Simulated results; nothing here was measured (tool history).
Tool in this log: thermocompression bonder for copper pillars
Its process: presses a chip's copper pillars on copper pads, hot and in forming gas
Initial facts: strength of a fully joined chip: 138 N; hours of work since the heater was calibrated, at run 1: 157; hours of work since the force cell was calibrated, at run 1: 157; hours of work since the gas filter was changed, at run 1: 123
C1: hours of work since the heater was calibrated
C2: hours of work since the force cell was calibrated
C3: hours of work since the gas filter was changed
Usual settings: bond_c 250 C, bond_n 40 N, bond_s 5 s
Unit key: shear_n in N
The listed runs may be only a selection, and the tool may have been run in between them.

run 1 hour=0 | bond_c=250 bond_n=40 bond_s=5 | C1=157 C2=157 C3=123 | shear_n=76.4
run 2 hour=27.7 | bond_c=250 bond_n=40 bond_s=5 | C1=171 C2=171 C3=137 | shear_n=75.2
run 3 hour=50.9 | bond_c=250 bond_n=40 bond_s=5 | C1=184 C2=184 C3=150 | shear_n=76.1
run 4 hour=83.7 | bond_c=250 bond_n=40 bond_s=5 | C1=201 C2=201 C3=167 | shear_n=75.5
run 5 hour=114.6 | bond_c=250 bond_n=40 bond_s=5 | C1=217 C2=217 C3=183 | shear_n=75.8
run 6 hour=139.9 | bond_c=250 bond_n=40 bond_s=5 | C1=231 C2=231 C3=197 | shear_n=75.8
run 7 hour=164.7 | bond_c=250 bond_n=40 bond_s=5 | C1=244 C2=244 C3=210 | shear_n=76.1
run 8 hour=198.2 | bond_c=250 bond_n=40 bond_s=5 | C1=262 C2=262 C3=228 | shear_n=75.9
-- hour=223.3 forming gas filter changed
run 9 hour=223.3 | bond_c=250 bond_n=40 bond_s=5 | C1=275 C2=275 C3=0 | shear_n=76.4
run 10 hour=259.8 | bond_c=250 bond_n=40 bond_s=5 | C1=294 C2=294 C3=19 | shear_n=75.3
run 11 hour=276.4 | bond_c=250 bond_n=40 bond_s=5 | C1=303 C2=303 C3=28 | shear_n=76.1
run 12 hour=306.6 | bond_c=250 bond_n=40 bond_s=5 | C1=319 C2=319 C3=44 | shear_n=77.4
run 13 hour=332.3 | bond_c=246 bond_n=40 bond_s=5 | C1=333 C2=333 C3=58 | shear_n=73.9
run 14 hour=360.7 | bond_c=246 bond_n=40 bond_s=5 | C1=348 C2=348 C3=73 | shear_n=71.1
run 15 hour=387.3 | bond_c=258 bond_n=40 bond_s=5 | C1=362 C2=362 C3=87 | shear_n=84
run 16 hour=423.6 | bond_c=250 bond_n=40 bond_s=5 | C1=381 C2=381 C3=106 | shear_n=76.1
run 17 hour=440.9 | bond_c=250 bond_n=40 bond_s=5 | C1=390 C2=390 C3=115 | shear_n=75.2
run 18 hour=460.8 | bond_c=250 bond_n=40 bond_s=5 | C1=401 C2=401 C3=126 | shear_n=76
run 19 hour=484.1 | bond_c=250 bond_n=40 bond_s=3 | C1=413 C2=413 C3=138 | shear_n=63.8
run 20 hour=506.7 | bond_c=250 bond_n=40 bond_s=5 | C1=425 C2=425 C3=150 | shear_n=75.9
run 21 hour=537.8 | bond_c=238 bond_n=45 bond_s=5 | C1=442 C2=442 C3=167 | shear_n=70.6
run 22 hour=554 | bond_c=250 bond_n=40 bond_s=7 | C1=450 C2=450 C3=175 | shear_n=83.7
run 23 hour=570.8 | bond_c=278 bond_n=38 bond_s=5 | C1=459 C2=459 C3=184 | shear_n=98.7
run 24 hour=595.6 | bond_c=260 bond_n=54 bond_s=3 | C1=472 C2=472 C3=197 | shear_n=86.2
run 25 hour=632 | bond_c=260 bond_n=54 bond_s=3 | C1=492 C2=492 C3=217 | shear_n=88.3
run 26 hour=663 | bond_c=263 bond_n=58 bond_s=3 | C1=508 C2=508 C3=233 | shear_n=94.6
-- hour=677.9 forming gas filter changed
run 27 hour=697.7 | bond_c=259 bond_n=45 bond_s=3 | C1=526 C2=526 C3=11 | shear_n=78.3
run 28 hour=715.3 | bond_c=250 bond_n=39 bond_s=5 | C1=536 C2=536 C3=20 | shear_n=74.7
run 29 hour=748 | bond_c=250 bond_n=39 bond_s=3 | C1=553 C2=553 C3=37 | shear_n=62.8
run 30 hour=765 | bond_c=250 bond_n=39 bond_s=3 | C1=562 C2=562 C3=46 | shear_n=63.1
run 31 hour=792 | bond_c=250 bond_n=39 bond_s=3 | C1=576 C2=576 C3=61 | shear_n=63.1
run 32 hour=824.2 | bond_c=250 bond_n=35 bond_s=15 | C1=593 C2=593 C3=78 | shear_n=96.3
run 33 hour=840.4 | bond_c=250 bond_n=36 bond_s=7 | C1=602 C2=602 C3=86 | shear_n=79.6
run 34 hour=867.5 | bond_c=250 bond_n=36 bond_s=7 | C1=616 C2=616 C3=101 | shear_n=78.9
run 35 hour=889.8 | bond_c=268 bond_n=34 bond_s=6 | C1=628 C2=628 C3=112 | shear_n=88.2
run 36 hour=926.4 | bond_c=254 bond_n=30 bond_s=12 | C1=648 C2=648 C3=132 | shear_n=87.1
run 37 hour=962.6 | bond_c=254 bond_n=30 bond_s=5 | C1=667 C2=667 C3=151 | shear_n=66.8
run 38 hour=995.6 | bond_c=254 bond_n=30 bond_s=5 | C1=684 C2=684 C3=169 | shear_n=65.4
run 39 hour=1016 | bond_c=254 bond_n=30 bond_s=5 | C1=695 C2=695 C3=179 | shear_n=66.1

Below are 3 alternative next runs, each starting from the tool's condition after run 39. Predict each:
run A hour=1042.2 | bond_c=267 bond_n=41 bond_s=11 | C1=709 C2=709 C3=193 | shear_n=?
run B hour=1042.2 | bond_c=254 bond_n=27 bond_s=14 | C1=709 C2=709 C3=193 | shear_n=?
run C hour=1042.2 | bond_c=240 bond_n=35 bond_s=5 | C1=709 C2=709 C3=193 | shear_n=?

run=A shear_n=110.2
run=B shear_n=86
run=C shear_n=61.9
The same runs, with their run-to-run variation unchanged, on a tool lacking any hidden condition would have given:
run=A shear_n=110.7
run=B shear_n=86.4
run=C shear_n=62.3

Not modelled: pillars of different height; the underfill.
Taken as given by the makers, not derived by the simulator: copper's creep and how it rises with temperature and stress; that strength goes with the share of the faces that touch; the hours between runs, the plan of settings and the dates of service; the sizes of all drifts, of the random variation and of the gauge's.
